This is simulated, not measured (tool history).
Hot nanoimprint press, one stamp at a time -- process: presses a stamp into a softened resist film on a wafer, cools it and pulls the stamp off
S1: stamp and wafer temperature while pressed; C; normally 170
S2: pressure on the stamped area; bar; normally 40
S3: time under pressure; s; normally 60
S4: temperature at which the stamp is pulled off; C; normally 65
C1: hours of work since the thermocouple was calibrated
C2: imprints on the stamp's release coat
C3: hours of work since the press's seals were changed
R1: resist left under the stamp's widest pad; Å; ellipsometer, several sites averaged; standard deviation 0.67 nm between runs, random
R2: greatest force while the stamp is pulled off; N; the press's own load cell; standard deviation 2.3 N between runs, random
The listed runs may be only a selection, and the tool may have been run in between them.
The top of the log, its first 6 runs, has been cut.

Run 7, day 2.362: usual settings but S1 169 C; C1 189; C2 689; C3 56. Result: R1 1458 Å, R2 145 N.
Run 8, day 2.65: usual settings but S1 169 C, S2 61.9 bar; C1 192; C2 699; C3 60. Result: R1 1174 Å, R2 147 N.
Run 9, day 2.958: usual settings but S2 59.7 bar; C1 196; C2 710; C3 63. Result: R1 1138 Å, R2 156 N.
Run 10, day 3.421: usual settings but S2 59.7 bar; C1 201; C2 727; C3 69. Result: R1 1147 Å, R2 150 N.
Run 11, day 3.688: usual settings but S4 73 C; C1 205; C2 736; C3 72. Result: R1 1392 Å, R2 127 N.
Run 12, day 4.133: usual settings but S4 73 C; C1 210; C2 752; C3 77. Result: R1 1400 Å, R2 127 N.
Run 13, day 4.529: usual settings but S4 73 C; C1 214; C2 766; C3 82. Result: R1 1412 Å, R2 128 N.
Run 14, day 4.779: usual settings but S4 73 C; C1 217; C2 775; C3 85. Result: R1 1397 Å, R2 127 N.
Run 15, day 5.229: usual settings but S4 73 C; C1 223; C2 791; C3 90. Result: R1 1415 Å, R2 130 N.
Run 16, day 5.55: usual settings but S4 73 C; C1 226; C2 802; C3 94. Result: R1 1409 Å, R2 131 N.
Run 17, day 5.996: usual settings but S1 173 C, S2 45 bar, S3 49 s, S4 53 C; C1 232; C2 818; C3 99. Result: R1 1283 Å, R2 190 N.
Run 18, day 6.383: usual settings but S3 85 s, S4 52 C; C1 236; C2 832; C3 104. Result: R1 1217 Å, R2 191 N.
Run 19, day 6.862: usual settings but S1 166 C, S3 73 s, S4 52 C; C1 242; C2 849; C3 109. Result: R1 1540 Å, R2 195 N.
Run 20, day 7.075: usual settings but S1 178 C, S2 27.6 bar, S3 82 s, S4 60 C; C1 244; C2 856; C3 112. Result: R1 1103 Å, R2 168 N.
Run 21, day 7.512: usual settings but S2 30.4 bar, S3 96 s, S4 57 C; C1 249; C2 872; C3 117. Result: R1 1343 Å, R2 176 N.
Run 22, day 7.912: usual settings but S2 39.9 bar, S3 89 s, S4 50 C; C1 254; C2 886; C3 122. Result: R1 1196 Å, R2 197 N.
Run 23, day 8.229: usual settings but S1 179 C; C1 258; C2 897; C3 125. Result: R1 994 Å, R2 153 N.
At day 8.788: plate thermocouple calibrated.
Run 24, day 8.817: usual settings but S1 179 C; C1 0; C2 914; C3 131. Result: R1 980 Å, R2 157 N.

The next listed run, before its measurement:
Run 25, day 9.129: usual settings but S3 81 s, S4 60 C; C1 4; C2 925; C3 134. Result: R1 ?, R2 ?.

Run 25 gave R1 1220 Å, R2 166 N.
If the tool had no hidden condition, the same run with the same run-to-run variation would have returned R1 1213 Å, R2 151 N.

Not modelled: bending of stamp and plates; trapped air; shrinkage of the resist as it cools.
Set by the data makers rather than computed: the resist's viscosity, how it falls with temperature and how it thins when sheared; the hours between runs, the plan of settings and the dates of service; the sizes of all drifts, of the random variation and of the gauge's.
